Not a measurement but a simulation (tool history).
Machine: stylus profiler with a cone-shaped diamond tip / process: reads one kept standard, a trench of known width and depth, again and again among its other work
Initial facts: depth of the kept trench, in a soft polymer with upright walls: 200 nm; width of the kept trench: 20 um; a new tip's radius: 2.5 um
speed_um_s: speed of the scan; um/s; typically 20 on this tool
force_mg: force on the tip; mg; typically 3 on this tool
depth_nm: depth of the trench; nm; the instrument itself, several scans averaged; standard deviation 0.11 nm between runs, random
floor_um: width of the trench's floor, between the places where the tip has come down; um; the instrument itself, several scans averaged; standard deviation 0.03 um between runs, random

Run 1, hour 0: usual settings. Result: depth_nm 202.8 nm, floor_um 17.95 um.
Run 2, hour 6.5: usual settings. Result: depth_nm 202.76 nm, floor_um 17.94 um.
Run 3, hour 13.6: usual settings. Result: depth_nm 202.74 nm, floor_um 17.95 um.
Run 4, hour 27.9: usual settings. Result: depth_nm 202.85 nm, floor_um 17.93 um.
Run 5, hour 36.8: usual settings. Result: depth_nm 202.75 nm, floor_um 17.93 um.
Run 6, hour 52.5: usual settings but speed_um_s 7 um/s. Result: depth_nm 202.71 nm, floor_um 17.97 um.
Run 7, hour 66.2: usual settings but speed_um_s 7 um/s. Result: depth_nm 202.75 nm, floor_um 18.04 um.
Run 8, hour 75: usual settings. Result: depth_nm 202.81 nm, floor_um 17.96 um.
Run 9, hour 87.6: usual settings. Result: depth_nm 202.92 nm, floor_um 18 um.
Run 10, hour 100.4: usual settings but speed_um_s 33 um/s. Result: depth_nm 202.6 nm, floor_um 17.94 um.
Run 11, hour 109.7: usual settings but speed_um_s 11 um/s. Result: depth_nm 202.64 nm, floor_um 17.97 um.
Run 12, hour 125.2: usual settings but speed_um_s 11 um/s. Result: depth_nm 202.56 nm, floor_um 18.01 um.
Run 13, hour 139.2: usual settings. Result: depth_nm 202.69 nm, floor_um 17.95 um.
Run 14, hour 152: usual settings. Result: depth_nm 202.71 nm, floor_um 17.96 um.
Run 15, hour 162: usual settings but speed_um_s 7 um/s. Result: depth_nm 202.79 nm, floor_um 18.04 um.
Run 16, hour 173.5: usual settings. Result: depth_nm 202.52 nm, floor_um 17.95 um.
Run 17, hour 181.5: usual settings. Result: depth_nm 202.84 nm, floor_um 17.98 um.
Run 18, hour 190.3: usual settings but speed_um_s 6 um/s, force_mg 3.29 mg. Result: depth_nm 202.94 nm, floor_um 18.03 um.
Run 19, hour 197.3: usual settings but force_mg 5.52 mg. Result: depth_nm 203.97 nm, floor_um 18 um.
Run 20, hour 208: usual settings but force_mg 5.52 mg. Result: depth_nm 204.24 nm, floor_um 17.96 um.
Run 21, hour 220.8: usual settings but speed_um_s 30 um/s, force_mg 3.58 mg. Result: depth_nm 203.11 nm, floor_um 17.94 um.
Run 22, hour 234.5: usual settings but speed_um_s 47 um/s, force_mg 1.1 mg. Result: depth_nm 201.21 nm, floor_um 17.74 um.
Run 23, hour 249.3: usual settings but speed_um_s 12 um/s, force_mg 7.42 mg. Result: depth_nm 205.03 nm, floor_um 18.02 um.
Run 24, hour 264.7: usual settings but speed_um_s 6 um/s, force_mg 3.25 mg. Result: depth_nm 202.97 nm, floor_um 18.04 um.
Run 25, hour 278.4: usual settings but speed_um_s 6 um/s, force_mg 3.25 mg. Result: depth_nm 202.79 nm, floor_um 18 um.
Run 26, hour 289.8: usual settings but speed_um_s 11 um/s, force_mg 1.56 mg. Result: depth_nm 201.83 nm, floor_um 18.01 um.
Run 27, hour 298.2: usual settings but speed_um_s 69 um/s, force_mg 1.08 mg. Result: depth_nm 201.48 nm, floor_um 17.55 um.
Run 28, hour 307.7: usual settings but speed_um_s 69 um/s, force_mg 1.08 mg. Result: depth_nm 201.28 nm, floor_um 17.6 um.
Run 29, hour 314.5: usual settings but speed_um_s 14 um/s, force_mg 4.86 mg. Result: depth_nm 203.79 nm, floor_um 17.97 um.
Run 30, hour 328: usual settings but speed_um_s 15 um/s, force_mg 5.04 mg. Result: depth_nm 203.88 nm, floor_um 18.02 um.
Run 31, hour 338.7: usual settings but speed_um_s 61 um/s, force_mg 4.02 mg. Result: depth_nm 203.43 nm, floor_um 17.85 um.
Run 32, hour 351.5: usual settings but speed_um_s 32 um/s, force_mg 1.98 mg. Result: depth_nm 201.95 nm, floor_um 17.89 um.

Here are 4 independent what-if runs from the current tool condition. What would each one return?
Run A, hour 364.8: usual settings but speed_um_s 5 um/s. Result: depth_nm ?, floor_um ?.
Run B, hour 364.8: usual settings but speed_um_s 35 um/s, force_mg 6.24 mg. Result: depth_nm ?, floor_um ?.
Run C, hour 364.8: usual settings but speed_um_s 43 um/s, force_mg 3.77 mg. Result: depth_nm ?, floor_um ?.
Run D, hour 364.8: usual settings but speed_um_s 16 um/s, force_mg 1.62 mg. Result: depth_nm ?, floor_um ?.

run  depth_nm  floor_um
  A    202.83     18.02
  B    204.62     17.94
  C    203.23     17.91
  D     201.9     17.97
Without the tool's hidden state the same runs would have given:
run  depth_nm  floor_um
  A    202.82     18.02
  B    204.61     17.95
  C    203.23     17.91
  D     201.9     17.97

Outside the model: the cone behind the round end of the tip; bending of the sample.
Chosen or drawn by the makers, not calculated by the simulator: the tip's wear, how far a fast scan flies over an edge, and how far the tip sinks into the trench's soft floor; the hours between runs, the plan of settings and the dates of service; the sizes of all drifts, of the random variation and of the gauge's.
